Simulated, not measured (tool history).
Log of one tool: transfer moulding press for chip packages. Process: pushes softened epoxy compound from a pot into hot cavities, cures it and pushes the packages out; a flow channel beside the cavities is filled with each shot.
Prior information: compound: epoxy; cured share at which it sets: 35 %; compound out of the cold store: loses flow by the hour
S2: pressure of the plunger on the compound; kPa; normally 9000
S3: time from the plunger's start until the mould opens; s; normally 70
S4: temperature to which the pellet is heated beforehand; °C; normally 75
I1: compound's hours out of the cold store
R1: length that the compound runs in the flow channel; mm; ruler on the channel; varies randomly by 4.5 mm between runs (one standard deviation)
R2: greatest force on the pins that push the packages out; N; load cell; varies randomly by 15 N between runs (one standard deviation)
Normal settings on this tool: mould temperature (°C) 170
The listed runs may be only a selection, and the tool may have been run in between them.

{"run": 1, "hour": 0.0, "mould temperature (°C)": 170, "S2": 9000, "S3": 70, "S4": 75, "I1": 14.1, "R1": 1006, "R2": 1013}
{"hour": 29.4, "done": "cavities cleaned with cleaning compound and waxed"}
{"hour": 38.2, "done": "mould's thermocouples calibrated"}
{"hour": 68.9, "done": "plunger's sealing rings changed"}
{"run": 2, "hour": 74.4, "mould temperature (°C)": 170, "S2": 9000, "S3": 70, "S4": 75, "I1": 38.7, "R1": 934, "R2": 1038}
{"hour": 97.6, "done": "cavities cleaned with cleaning compound and waxed"}
{"run": 3, "hour": 113.4, "mould temperature (°C)": 170, "S2": 9000, "S3": 70, "S4": 75, "I1": 28.9, "R1": 968, "R2": 910}
{"hour": 165.8, "done": "cavities cleaned with cleaning compound and waxed"}
{"run": 4, "hour": 179.1, "mould temperature (°C)": 170, "S2": 9000, "S3": 70, "S4": 75, "I1": 22.8, "R1": 976, "R2": 881}
{"hour": 232.7, "done": "cavities cleaned with cleaning compound and waxed"}
{"hour": 237.4, "done": "plunger's sealing rings changed"}
{"run": 5, "hour": 237.4, "mould temperature (°C)": 170, "S2": 9000, "S3": 70, "S4": 75, "I1": 16.2, "R1": 1010, "R2": 735}
{"hour": 300.2, "done": "cavities cleaned with cleaning compound and waxed"}
{"run": 6, "hour": 313.4, "mould temperature (°C)": 170, "S2": 9000, "S3": 70, "S4": 75, "I1": 9.1, "R1": 1017, "R2": 891}
{"hour": 370.1, "done": "cavities cleaned with cleaning compound and waxed"}
{"run": 7, "hour": 370.6, "mould temperature (°C)": 170, "S2": 9000, "S3": 70, "S4": 75, "I1": 42.8, "R1": 902, "R2": 663}
{"hour": 407.1, "done": "plunger's sealing rings changed"}
{"run": 8, "hour": 422.1, "mould temperature (°C)": 170, "S2": 9000, "S3": 70, "S4": 75, "I1": 25.2, "R1": 980, "R2": 1059}
{"hour": 441.6, "done": "cavities cleaned with cleaning compound and waxed"}
{"run": 9, "hour": 475.4, "mould temperature (°C)": 170, "S2": 9000, "S3": 63, "S4": 75, "I1": 38.7, "R1": 914, "R2": 1263}
{"hour": 509.9, "done": "cavities cleaned with cleaning compound and waxed"}
{"run": 10, "hour": 526.8, "mould temperature (°C)": 170, "S2": 9000, "S3": 70, "S4": 75, "I1": 22.9, "R1": 958, "R2": 900}
{"hour": 552.9, "done": "mould's thermocouples calibrated"}
{"hour": 576.6, "done": "plunger's sealing rings changed"}
{"hour": 578.1, "done": "cavities cleaned with cleaning compound and waxed"}
{"run": 11, "hour": 578.1, "mould temperature (°C)": 170, "S2": 9000, "S3": 70, "S4": 79, "I1": 35.7, "R1": 951, "R2": 694}
{"run": 12, "hour": 612.5, "mould temperature (°C)": 170, "S2": 9000, "S3": 70, "S4": 79, "I1": 18, "R1": 1009, "R2": 1055}
{"hour": 647.7, "done": "cavities cleaned with cleaning compound and waxed"}
{"run": 13, "hour": 665.3, "mould temperature (°C)": 170, "S2": 9000, "S3": 70, "S4": 79, "I1": 36.7, "R1": 929, "R2": 915}
{"hour": 714.9, "done": "cavities cleaned with cleaning compound and waxed"}
{"hour": 743.4, "done": "plunger's sealing rings changed"}
{"run": 14, "hour": 743.4, "mould temperature (°C)": 175, "S2": 10680, "S3": 64, "S4": 79, "I1": 26.3, "R1": 1040, "R2": 882}
{"hour": 783.4, "done": "cavities cleaned with cleaning compound and waxed"}
{"run": 15, "hour": 825.2, "mould temperature (°C)": 170, "S2": 9000, "S3": 77, "S4": 75, "I1": 23.3, "R1": 970, "R2": 870}
{"hour": 854.2, "done": "cavities cleaned with cleaning compound and waxed"}
{"run": 16, "hour": 878.5, "mould temperature (°C)": 170, "S2": 10290, "S3": 77, "S4": 68, "I1": 19.5, "R1": 1052, "R2": 802}
{"hour": 910.6, "done": "plunger's sealing rings changed"}
{"hour": 921.6, "done": "cavities cleaned with cleaning compound and waxed"}
{"run": 17, "hour": 956.6, "mould temperature (°C)": 174, "S2": 9000, "S3": 70, "S4": 75, "I1": 32.5, "R1": 935, "R2": 783}
{"hour": 987.3, "done": "cavities cleaned with cleaning compound and waxed"}
{"run": 18, "hour": 1030.3, "mould temperature (°C)": 170, "S2": 7160, "S3": 72, "S4": 71, "I1": 44.1, "R1": 806, "R2": 971}
{"hour": 1054.7, "done": "cavities cleaned with cleaning compound and waxed"}
{"hour": 1068.9, "done": "mould's thermocouples calibrated"}
{"hour": 1084.0, "done": "plunger's sealing rings changed"}
{"run": 19, "hour": 1114.9, "mould temperature (°C)": 176, "S2": 9450, "S3": 110, "S4": 68, "I1": 20, "R1": 992, "R2": 692}
{"hour": 1123.7, "done": "cavities cleaned with cleaning compound and waxed"}
{"hour": 1189.7, "done": "cavities cleaned with cleaning compound and waxed"}
{"run": 20, "hour": 1191.2, "mould temperature (°C)": 176, "S2": 9450, "S3": 110, "S4": 68, "I1": 19.3, "R1": 988, "R2": 450}
{"hour": 1252.4, "done": "plunger's sealing rings changed"}
{"hour": 1257.5, "done": "cavities cleaned with cleaning compound and waxed"}
{"run": 21, "hour": 1264.9, "mould temperature (°C)": 170, "S2": 8510, "S3": 70, "S4": 75, "I1": 9.8, "R1": 1006, "R2": 809}
{"hour": 1324.1, "done": "cavities cleaned with cleaning compound and waxed"}
{"run": 22, "hour": 1326.8, "mould temperature (°C)": 176, "S2": 7560, "S3": 70, "S4": 75, "I1": 47.2, "R1": 807, "R2": 521}
{"run": 23, "hour": 1376.8, "mould temperature (°C)": 176, "S2": 7560, "S3": 70, "S4": 75, "I1": 23.9, "R1": 860, "R2": 811}
{"hour": 1389.5, "done": "cavities cleaned with cleaning compound and waxed"}
{"hour": 1421.4, "done": "plunger's sealing rings changed"}
{"run": 24, "hour": 1432.6, "mould temperature (°C)": 166, "S2": 9000, "S3": 70, "S4": 75, "I1": 34.6, "R1": 966, "R2": 1356}
{"hour": 1458.4, "done": "cavities cleaned with cleaning compound and waxed"}
{"run": 25, "hour": 1498.8, "mould temperature (°C)": 164, "S2": 9000, "S3": 70, "S4": 65, "I1": 11.3, "R1": 1045, "R2": 1654}

What if the next run were any one of these 5? Each begins from the tool's condition after run 25:
{"hour": 1527.1, "done": "cavities cleaned with cleaning compound and waxed"}
{"run": "A", "hour": 1540.1, "mould temperature (°C)": 176, "S2": 7310, "S3": 70, "S4": 78, "I1": 26.9, "R1": "?", "R2": "?"}
{"hour": 1527.1, "done": "cavities cleaned with cleaning compound and waxed"}
{"run": "B", "hour": 1540.1, "mould temperature (°C)": 164, "S2": 7200, "S3": 70, "S4": 65, "I1": 45.6, "R1": "?", "R2": "?"}
{"hour": 1527.1, "done": "cavities cleaned with cleaning compound and waxed"}
{"run": "C", "hour": 1540.1, "mould temperature (°C)": 170, "S2": 9000, "S3": 97, "S4": 75, "I1": 27, "R1": "?", "R2": "?"}
{"hour": 1527.1, "done": "cavities cleaned with cleaning compound and waxed"}
{"run": "D", "hour": 1540.1, "mould temperature (°C)": 170, "S2": 8510, "S3": 53, "S4": 72, "I1": 43, "R1": "?", "R2": "?"}
{"hour": 1527.1, "done": "cavities cleaned with cleaning compound and waxed"}
{"run": "E", "hour": 1540.1, "mould temperature (°C)": 164, "S2": 9000, "S3": 97, "S4": 65, "I1": 45.7, "R1": "?", "R2": "?"}

run=A R1=850 R2=595
run=B R1=821 R2=1192
run=C R1=952 R2=542
run=D R1=879 R2=1645
run=E R1=915 R2=609
Without the tool's hidden state the same runs would have given:
run=A R1=869 R2=498
run=B R1=839 R2=1031
run=C R1=973 R2=447
run=D R1=899 R2=1406
run=E R1=936 R2=513
